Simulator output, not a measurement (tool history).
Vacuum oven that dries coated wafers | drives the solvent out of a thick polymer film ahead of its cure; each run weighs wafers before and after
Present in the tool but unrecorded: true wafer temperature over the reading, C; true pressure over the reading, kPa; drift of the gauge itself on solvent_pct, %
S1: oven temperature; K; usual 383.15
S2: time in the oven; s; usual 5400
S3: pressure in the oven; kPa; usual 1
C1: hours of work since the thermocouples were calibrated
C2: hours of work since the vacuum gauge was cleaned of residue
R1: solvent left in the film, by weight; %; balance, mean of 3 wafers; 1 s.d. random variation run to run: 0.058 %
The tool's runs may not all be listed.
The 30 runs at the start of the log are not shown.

Run 31, day 12.121: usual settings but S1 395.15 K, S2 5580 s, S3 1.55 kPa; C1 632; C2 33. Result: R1 2.33 %.
Run 32, day 12.662: usual settings but S1 392.15 K, S2 7260 s, S3 1.55 kPa; C1 642; C2 44. Result: R1 2.38 %.
Run 33, day 13.1: usual settings but S1 392.15 K, S2 7260 s, S3 1.55 kPa; C1 650; C2 52. Result: R1 2.41 %.
Run 34, day 13.425: usual settings but S1 369.15 K, S2 3660 s, S3 1.19 kPa; C1 657; C2 58. Result: R1 11.46 %.
Run 35, day 13.704: usual settings but S1 373.15 K, S3 2.78 kPa; C1 662; C2 63. Result: R1 11.22 %.
Run 36, day 14.154: usual settings but S1 398.15 K, S2 5940 s, S3 2.03 kPa; C1 670; C2 72. Result: R1 2.61 %.
Run 37, day 14.508: usual settings but S1 398.15 K, S2 5940 s, S3 2.03 kPa; C1 677; C2 79. Result: R1 2.64 %.
Run 38, day 14.762: usual settings but S1 369.15 K, S2 2940 s, S3 2.03 kPa; C1 682; C2 84. Result: R1 13.94 %.
Run 39, day 15.221: usual settings but S1 382.15 K, S2 2940 s, S3 1.26 kPa; C1 691; C2 92. Result: R1 7.04 %.
Run 40, day 15.571: usual settings but S1 382.15 K, S2 2940 s, S3 1.26 kPa; C1 697; C2 99. Result: R1 6.91 %.
Run 41, day 15.838: usual settings but S1 374.15 K, S3 1.5 kPa; C1 702; C2 104. Result: R1 7.72 %.
Run 42, day 16.154: usual settings but S1 388.15 K, S3 1.5 kPa; C1 709; C2 110. Result: R1 3.18 %.
Run 43, day 16.412: usual settings but S1 388.15 K, S3 1.5 kPa; C1 713; C2 115. Result: R1 3.09 %.
Run 44, day 16.862: usual settings but S1 388.15 K, S3 1.5 kPa; C1 722; C2 124. Result: R1 3.12 %.

Forecast each of these 3 alternatives for the next run:
Run A, day 17.158: usual settings but S1 378.15 K, S2 3840 s, S3 1.49 kPa; C1 728; C2 129. Result: R1 ?.
Run B, day 17.158: usual settings but S1 377.15 K, S2 2760 s, S3 1.91 kPa; C1 728; C2 129. Result: R1 ?.
Run C, day 17.158: usual settings but S1 376.15 K, S3 1.5 kPa; C1 728; C2 129. Result: R1 ?.

run     R1
  A   7.65
  B  10.67
  C   6.93
With no hidden state in the tool, these same runs would have given:
run    R1
  A  6.92
  B  9.92
  C  6.22
